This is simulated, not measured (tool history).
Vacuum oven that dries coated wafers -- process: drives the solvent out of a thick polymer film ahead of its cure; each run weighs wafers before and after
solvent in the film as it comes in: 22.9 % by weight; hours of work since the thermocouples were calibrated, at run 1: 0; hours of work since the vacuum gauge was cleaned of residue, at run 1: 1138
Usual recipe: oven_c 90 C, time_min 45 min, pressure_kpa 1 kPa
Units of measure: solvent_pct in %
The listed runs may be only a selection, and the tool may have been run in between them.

run,day,oven_c,time_min,pressure_kpa,hours of work since the thermocouples were calibrated,hours of work since the vacuum gauge was cleaned of residue,solvent_pct
1,0,90,45,1,0,1138,3.54
2,1.496,90,45,1,29,1166,3.44
3,3.175,90,45,1,61,1199,3.39
4,4.829,90,45,1,92,1230,3.56
5,6.688,90,45,1,128,1266,3.5
6,8.521,86,45,1,163,1301,4.79
7,10.571,95,45,1,202,1340,2.25
8,11.617,103,45,0.76,222,1360,1.05
9,12.696,103,45,0.76,243,1381,1.02
10,13.804,89,35,0.76,264,1402,4.65
11,15,90,24,1,287,1425,6.67
12,16.429,96,45,1,315,1452,2.11
13,17.929,90,58,1,343,1481,2.59
14,19.046,87,80,1.11,365,1502,2.7

Below are 4 alternative next runs, each starting from the tool's condition after run 14. Predict each:
A,20.033,83,30,2.81,384,1521,?
B,20.033,80,39,1.4,384,1521,?
C,20.033,82,60,1.11,384,1521,?
D,20.033,88,30,1,384,1521,?

run,solvent_pct
A,11
B,9.03
C,5.11
D,6.37
The same runs, with their run-to-run variation unchanged, on a tool lacking any hidden condition would have given:
run,solvent_pct
A,10.97
B,9
C,5.09
D,6.35

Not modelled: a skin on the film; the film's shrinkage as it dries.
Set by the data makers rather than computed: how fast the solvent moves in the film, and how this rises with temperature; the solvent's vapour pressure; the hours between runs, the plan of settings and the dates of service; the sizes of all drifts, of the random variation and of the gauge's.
